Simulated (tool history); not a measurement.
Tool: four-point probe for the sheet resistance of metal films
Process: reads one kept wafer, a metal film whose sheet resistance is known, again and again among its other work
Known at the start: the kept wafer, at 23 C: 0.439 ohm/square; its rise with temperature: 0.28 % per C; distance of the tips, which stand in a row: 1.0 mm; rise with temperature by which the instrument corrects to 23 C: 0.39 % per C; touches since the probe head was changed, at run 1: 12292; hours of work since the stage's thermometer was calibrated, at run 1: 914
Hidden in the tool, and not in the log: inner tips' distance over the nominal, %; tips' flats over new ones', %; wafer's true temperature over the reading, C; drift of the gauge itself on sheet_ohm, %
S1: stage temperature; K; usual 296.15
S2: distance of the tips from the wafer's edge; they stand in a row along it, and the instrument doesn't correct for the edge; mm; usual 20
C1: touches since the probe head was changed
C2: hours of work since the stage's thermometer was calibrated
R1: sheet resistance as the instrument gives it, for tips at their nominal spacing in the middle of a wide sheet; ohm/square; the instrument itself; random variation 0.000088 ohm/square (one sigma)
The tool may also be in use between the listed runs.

run 1 hour=0.0 | S1=296.15 S2=20 | C1=12292 C2=914 | R1=0.439016
run 2 hour=7.9 | S1=297.15 S2=20 | C1=12552 C2=918 | R1=0.438660
run 3 hour=26.3 | S1=301.15 S2=20 | C1=13159 C2=926 | R1=0.436667
run 4 hour=43.2 | S1=296.15 S2=20 | C1=13717 C2=933 | R1=0.438840
run 5 hour=59.4 | S1=296.15 S2=20 | C1=14251 C2=940 | R1=0.438937
run 6 hour=71.1 | S1=296.15 S2=73 | C1=14638 C2=945 | R1=0.438588
run 7 hour=80.7 | S1=307.15 S2=20 | C1=14956 C2=950 | R1=0.433763
run 8 hour=93.3 | S1=307.15 S2=20 | C1=15371 C2=955 | R1=0.433755
-- hour=95.2 stage's thermometer calibrated
run 9 hour=102.4 | S1=307.15 S2=20 | C1=15655 C2=3 | R1=0.434051
run 10 hour=116.7 | S1=307.15 S2=20 | C1=16125 C2=9 | R1=0.434165
run 11 hour=128.6 | S1=307.15 S2=5 | C1=16520 C2=15 | R1=0.442629
run 12 hour=139.3 | S1=307.15 S2=5 | C1=16871 C2=19 | R1=0.442530
-- hour=142.8 stage's thermometer calibrated, once more
run 13 hour=157.4 | S1=307.15 S2=5 | C1=17451 C2=6 | R1=0.441759
run 14 hour=167.0 | S1=307.15 S2=5 | C1=17768 C2=11 | R1=0.441936
run 15 hour=174.9 | S1=307.15 S2=5 | C1=18030 C2=14 | R1=0.441885
run 16 hour=191.9 | S1=299.15 S2=7 | C1=18591 C2=22 | R1=0.441222
run 17 hour=201.2 | S1=299.15 S2=7 | C1=18896 C2=26 | R1=0.441280
run 18 hour=219.6 | S1=296.15 S2=21 | C1=19505 C2=34 | R1=0.438461
run 19 hour=238.1 | S1=296.15 S2=21 | C1=20115 C2=42 | R1=0.438589
run 20 hour=253.7 | S1=296.15 S2=4 | C1=20629 C2=49 | R1=0.452244
run 21 hour=261.8 | S1=298.15 S2=60 | C1=20898 C2=52 | R1=0.436861
run 22 hour=269.5 | S1=298.15 S2=3 | C1=21150 C2=56 | R1=0.461499
run 23 hour=278.1 | S1=298.15 S2=10 | C1=21435 C2=59 | R1=0.439203
run 24 hour=293.2 | S1=298.15 S2=10 | C1=21933 C2=66 | R1=0.439220
run 25 hour=312.1 | S1=307.15 S2=65 | C1=22558 C2=74 | R1=0.432735
run 26 hour=325.7 | S1=295.15 S2=5 | C1=23006 C2=80 | R1=0.447533
run 27 hour=336.3 | S1=307.15 S2=32 | C1=23356 C2=85 | R1=0.432871

Forecast each of these 3 alternatives for the next run:
run A hour=351.8 | S1=300.15 S2=10 | C1=23869 C2=92 | R1=?
run B hour=351.8 | S1=296.15 S2=5 | C1=23869 C2=92 | R1=?
run C hour=351.8 | S1=293.15 S2=10 | C1=23869 C2=92 | R1=?

run=A R1=0.438321
run=B R1=0.446958
run=C R1=0.441764
Without the tool's hidden state the same runs would have given:
run=A R1=0.439499
run=B R1=0.448156
run=C R1=0.442949

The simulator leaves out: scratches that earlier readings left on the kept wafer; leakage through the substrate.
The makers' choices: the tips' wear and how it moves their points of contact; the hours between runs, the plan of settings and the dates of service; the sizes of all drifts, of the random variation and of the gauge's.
